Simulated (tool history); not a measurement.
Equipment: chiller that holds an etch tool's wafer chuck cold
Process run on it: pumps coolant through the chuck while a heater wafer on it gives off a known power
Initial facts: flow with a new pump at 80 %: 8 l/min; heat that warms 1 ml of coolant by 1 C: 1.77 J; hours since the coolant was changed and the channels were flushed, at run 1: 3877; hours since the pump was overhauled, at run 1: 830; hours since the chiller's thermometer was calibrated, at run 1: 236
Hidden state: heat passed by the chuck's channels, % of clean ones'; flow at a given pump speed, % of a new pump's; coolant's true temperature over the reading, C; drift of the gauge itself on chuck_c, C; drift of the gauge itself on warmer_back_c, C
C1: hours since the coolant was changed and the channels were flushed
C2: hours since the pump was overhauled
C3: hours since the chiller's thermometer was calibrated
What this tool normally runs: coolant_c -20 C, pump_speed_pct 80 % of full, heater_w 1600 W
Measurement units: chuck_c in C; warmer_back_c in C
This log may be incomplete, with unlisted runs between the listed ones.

run 1 hour=0.0 | coolant_c=-20 pump_speed_pct=80 heater_w=1600 | C1=3877 C2=830 C3=236 | chuck_c=-0.3 warmer_back_c=6.80
run 2 hour=35.8 | coolant_c=-20 pump_speed_pct=80 heater_w=1600 | C1=3913 C2=866 C3=272 | chuck_c=-0.4 warmer_back_c=6.78
run 3 hour=55.4 | coolant_c=-17 pump_speed_pct=80 heater_w=1600 | C1=3933 C2=885 C3=291 | chuck_c=2.7 warmer_back_c=6.77
run 4 hour=95.8 | coolant_c=-17 pump_speed_pct=80 heater_w=1600 | C1=3973 C2=926 C3=332 | chuck_c=2.5 warmer_back_c=6.83
run 5 hour=124.5 | coolant_c=-20 pump_speed_pct=80 heater_w=1600 | C1=4002 C2=954 C3=361 | chuck_c=-0.3 warmer_back_c=6.85
run 6 hour=161.6 | coolant_c=-20 pump_speed_pct=80 heater_w=1600 | C1=4039 C2=991 C3=398 | chuck_c=-0.5 warmer_back_c=6.87
run 7 hour=202.9 | coolant_c=-20 pump_speed_pct=80 heater_w=1600 | C1=4080 C2=1033 C3=439 | chuck_c=-0.6 warmer_back_c=6.91
run 8 hour=227.6 | coolant_c=-20 pump_speed_pct=80 heater_w=1600 | C1=4105 C2=1057 C3=464 | chuck_c=-0.4 warmer_back_c=6.88
run 9 hour=249.0 | coolant_c=-20 pump_speed_pct=80 heater_w=1600 | C1=4126 C2=1079 C3=485 | chuck_c=-0.5 warmer_back_c=6.96
run 10 hour=267.5 | coolant_c=-20 pump_speed_pct=80 heater_w=1600 | C1=4145 C2=1097 C3=503 | chuck_c=-0.5 warmer_back_c=6.85
run 11 hour=287.3 | coolant_c=-20 pump_speed_pct=70 heater_w=1600 | C1=4165 C2=1117 C3=523 | chuck_c=1.6 warmer_back_c=8.01
run 12 hour=327.6 | coolant_c=-20 pump_speed_pct=70 heater_w=1600 | C1=4205 C2=1157 C3=564 | chuck_c=1.6 warmer_back_c=7.93
run 13 hour=360.7 | coolant_c=-20 pump_speed_pct=83 heater_w=1600 | C1=4238 C2=1190 C3=597 | chuck_c=-1.0 warmer_back_c=6.68
run 14 hour=397.1 | coolant_c=-20 pump_speed_pct=83 heater_w=1600 | C1=4275 C2=1227 C3=633 | chuck_c=-1.0 warmer_back_c=6.69
run 15 hour=437.5 | coolant_c=-20 pump_speed_pct=83 heater_w=1600 | C1=4315 C2=1267 C3=673 | chuck_c=-0.9 warmer_back_c=6.63
run 16 hour=471.3 | coolant_c=-22 pump_speed_pct=80 heater_w=1600 | C1=4349 C2=1301 C3=707 | chuck_c=-2.5 warmer_back_c=7.03
run 17 hour=491.6 | coolant_c=-22 pump_speed_pct=80 heater_w=1600 | C1=4369 C2=1321 C3=728 | chuck_c=-2.4 warmer_back_c=6.97
run 18 hour=511.3 | coolant_c=-18 pump_speed_pct=95 heater_w=866 | C1=4389 C2=1341 C3=747 | chuck_c=-8.7 warmer_back_c=3.32
run 19 hour=550.3 | coolant_c=-20 pump_speed_pct=81 heater_w=1153 | C1=4428 C2=1380 C3=786 | chuck_c=-6.0 warmer_back_c=5.03
run 20 hour=569.1 | coolant_c=-23 pump_speed_pct=78 heater_w=2072 | C1=4446 C2=1399 C3=805 | chuck_c=2.8 warmer_back_c=9.34
run 21 hour=599.5 | coolant_c=-20 pump_speed_pct=80 heater_w=1226 | C1=4477 C2=1429 C3=835 | chuck_c=-5.0 warmer_back_c=5.46
run 22 hour=618.4 | coolant_c=-29 pump_speed_pct=73 heater_w=895 | C1=4496 C2=1448 C3=854 | chuck_c=-17.4 warmer_back_c=4.45
run 23 hour=654.4 | coolant_c=-20 pump_speed_pct=73 heater_w=895 | C1=4532 C2=1484 C3=890 | chuck_c=-8.3 warmer_back_c=4.48
run 24 hour=684.1 | coolant_c=-26 pump_speed_pct=80 heater_w=1600 | C1=4561 C2=1514 C3=920 | chuck_c=-6.5 warmer_back_c=7.03
run 25 hour=724.9 | coolant_c=-26 pump_speed_pct=80 heater_w=1600 | C1=4602 C2=1555 C3=961 | chuck_c=-6.3 warmer_back_c=7.06
run 26 hour=747.1 | coolant_c=-20 pump_speed_pct=71 heater_w=1731 | C1=4624 C2=1577 C3=983 | chuck_c=3.0 warmer_back_c=8.67
run 27 hour=768.9 | coolant_c=-20 pump_speed_pct=71 heater_w=1731 | C1=4646 C2=1599 C3=1005 | chuck_c=3.1 warmer_back_c=8.76
run 28 hour=795.5 | coolant_c=-20 pump_speed_pct=71 heater_w=1731 | C1=4673 C2=1625 C3=1031 | chuck_c=3.2 warmer_back_c=8.75
run 29 hour=815.5 | coolant_c=-25 pump_speed_pct=89 heater_w=1028 | C1=4693 C2=1645 C3=1052 | chuck_c=-13.4 warmer_back_c=4.17
run 30 hour=832.7 | coolant_c=-26 pump_speed_pct=85 heater_w=885 | C1=4710 C2=1662 C3=1069 | chuck_c=-15.7 warmer_back_c=3.90
-- hour=847.5 gauge calibrated
run 31 hour=870.3 | coolant_c=-20 pump_speed_pct=75 heater_w=1094 | C1=4748 C2=1700 C3=1106 | chuck_c=-6.0 warmer_back_c=4.95

Hidden condition of the tool, last listed run before each entry between runs versus first listed run after:
Run 30 -> run 31: gauge calibrated (hour 847.5)
  drift of the gauge itself on warmer_back_c, C: 0.35 -> 0.01
  difference, measured minus the result without the unlogged condition, warmer_back_c: +0.36 -> +0.01 C
